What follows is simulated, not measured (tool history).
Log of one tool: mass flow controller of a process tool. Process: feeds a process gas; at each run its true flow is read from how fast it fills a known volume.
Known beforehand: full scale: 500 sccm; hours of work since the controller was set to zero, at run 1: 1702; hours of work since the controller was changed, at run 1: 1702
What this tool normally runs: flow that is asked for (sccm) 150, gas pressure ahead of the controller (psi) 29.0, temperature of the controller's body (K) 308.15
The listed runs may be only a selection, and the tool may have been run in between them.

run	day	flow that is asked for (sccm)	gas pressure ahead of the controller (psi)	temperature of the controller's body (K)	hours of work since the controller was set to zero	hours of work since the controller was changed	true flow (%)
1	0.000	150	29.0	308.15	1702	1702	98.98
2	15.200	150	29.0	308.15	1927	1927	98.93
3	31.412	153	29.0	308.15	2166	2166	99.05
4	48.400	153	29.0	308.15	2418	2418	98.94
5	60.496	153	29.0	308.15	2596	2596	99.01
6	76.979	93	29.0	308.15	2840	2840	98.83
7	88.517	93	29.0	308.15	3011	3011	98.79
8	96.946	93	29.0	308.15	3135	3135	98.89
9	109.354	150	29.0	308.15	3319	3319	99.13
10	120.200	150	29.0	311.15	3479	3479	99.06
11	135.325	150	29.0	311.15	3703	3703	99.07
12	153.938	150	29.0	311.15	3978	3978	98.97
13	164.533	150	29.0	308.15	4135	4135	98.83
14	173.038	150	29.0	298.15	4261	4261	98.57
15	181.654	150	29.0	298.15	4388	4388	98.70
16	195.212	150	29.0	298.15	4588	4588	98.58
17	206.196	150	29.0	298.15	4751	4751	98.57
18	213.708	150	29.0	298.15	4862	4862	98.70
19	230.871	150	36.4	300.15	5116	5116	98.31
20	239.033	150	24.4	298.15	5236	5236	98.91
21	247.862	101	25.2	308.15	5367	5367	98.95
22	256.688	135	32.3	302.15	5497	5497	98.47
23	272.171	135	32.3	302.15	5726	5726	98.45
24	282.612	135	32.3	302.15	5881	5881	98.59

What will run 25 give?
25	291.538	304	33.2	308.15	6013	6013	?

true flow (%): 99.25
Minus the tool's unlogged condition, the same run would have read true flow (%) 99.29.
